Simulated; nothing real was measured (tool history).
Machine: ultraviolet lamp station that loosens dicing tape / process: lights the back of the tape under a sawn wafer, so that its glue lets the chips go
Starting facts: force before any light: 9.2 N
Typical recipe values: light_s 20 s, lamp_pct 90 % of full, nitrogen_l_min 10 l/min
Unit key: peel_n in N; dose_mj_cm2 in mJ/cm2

| run | hour | light_s | lamp_pct | nitrogen_l_min | peel_n | dose_mj_cm2 |
|---|---|---|---|---|---|---|
| 1 | 0 | 20 | 90 | 10 | 0.737 | 389 |
| 2 | 35.9 | 20 | 90 | 10 | 0.759 | 388 |
| 3 | 68.4 | 20 | 87 | 10 | 0.826 | 364 |
| 4 | 85 | 24 | 87 | 10 | 0.518 | 443 |
| 5 | 104.8 | 20 | 90 | 10 | 0.787 | 377 |
| 6 | 134.2 | 20 | 90 | 10 | 0.798 | 376 |
| 7 | 159.3 | 20 | 75 | 10 | 1.173 | 309 |
| 8 | 178.6 | 20 | 75 | 10 | 1.202 | 315 |
| 9 | 194 | 20 | 75 | 10 | 1.211 | 306 |
| 10 | 220.3 | 20 | 62 | 10 | 1.72 | 252 |
| 11 | 243 | 20 | 62 | 10 | 1.703 | 251 |
| 12 | 259.5 | 20 | 90 | 10 | 0.844 | 367 |
| 13 | 278.3 | 20 | 90 | 4 | 1.298 | 362 |
| 14 | 311 | 20 | 90 | 4 | 1.332 | 358 |
| 15 | 326.1 | 20 | 90 | 10 | 0.924 | 355 |
| 16 | 359.8 | 20 | 90 | 10 | 0.903 | 353 |
| 17 | 380.4 | 20 | 90 | 10 | 0.926 | 352 |
| 18 | 407.8 | 20 | 90 | 10 | 0.913 | 351 |
| 19 | 437.1 | 20 | 90 | 10 | 0.932 | 345 |
| 20 | 470.6 | 20 | 90 | 10 | 0.966 | 340 |
| 21 | 490.3 | 20 | 90 | 18 | 0.758 | 346 |
|  | 497.8 | window cleaned of glue's vapour |
| 22 | 518.4 | 20 | 90 | 18 | 0.682 | 363 |
| 23 | 534.1 | 22 | 79 | 10 | 0.918 | 350 |
| 24 | 559 | 24 | 100 | 11 | 0.393 | 489 |
| 25 | 591.1 | 11 | 90 | 6 | 2.802 | 197 |
| 26 | 623.1 | 25 | 62 | 10 | 1.25 | 307 |
| 27 | 655.6 | 23 | 90 | 5 | 0.888 | 408 |
| 28 | 691.4 | 11 | 89 | 14 | 2.398 | 192 |
| 29 | 720.3 | 13 | 89 | 3 | 2.917 | 225 |
| 30 | 738.3 | 17 | 69 | 4 | 2.759 | 221 |
| 31 | 764.6 | 28 | 75 | 4 | 1.052 | 393 |
| 32 | 791.2 | 12 | 61 | 19 | 3.199 | 142 |
| 33 | 806.6 | 29 | 66 | 12 | 0.795 | 362 |
| 34 | 841.6 | 36 | 86 | 12 | 0.226 | 578 |
| 35 | 870.5 | 15 | 86 | 4 | 2.525 | 236 |
| 36 | 898.4 | 12 | 81 | 4 | 3.467 | 176 |
| 37 | 931.7 | 12 | 81 | 4 | 3.394 | 176 |
| 38 | 961.5 | 20 | 79 | 10 | 1.421 | 284 |
| 39 | 977.7 | 20 | 79 | 10 | 1.399 | 280 |
| 40 | 997.9 | 18 | 90 | 10 | 1.358 | 288 |
| 41 | 1027.2 | 18 | 90 | 10 | 1.414 | 289 |
| 42 | 1047.9 | 19 | 90 | 6 | 1.473 | 304 |
| 43 | 1064.4 | 20 | 90 | 7 | 1.368 | 316 |
|  | 1087.5 | window cleaned of glue's vapour |
| 44 | 1093.7 | 20 | 90 | 7 | 1.133 | 340 |

What if the next run were any one of these 3? Each begins from the tool's condition after run 44:
| A | 1121.1 | 16 | 90 | 7 | ? | ? |
| B | 1121.1 | 14 | 92 | 4 | ? | ? |
| C | 1121.1 | 18 | 99 | 8 | ? | ? |

| run | peel_n | dose_mj_cm2 |
|---|---|---|
| A | 1.732 | 271 |
| B | 2.532 | 239 |
| C | 1.146 | 336 |
Take away the tool's hidden state, keep each run's random variation, and the runs would have read:
| run | peel_n | dose_mj_cm2 |
|---|---|---|
| A | 1.284 | 321 |
| B | 1.994 | 283 |
| C | 0.793 | 397 |
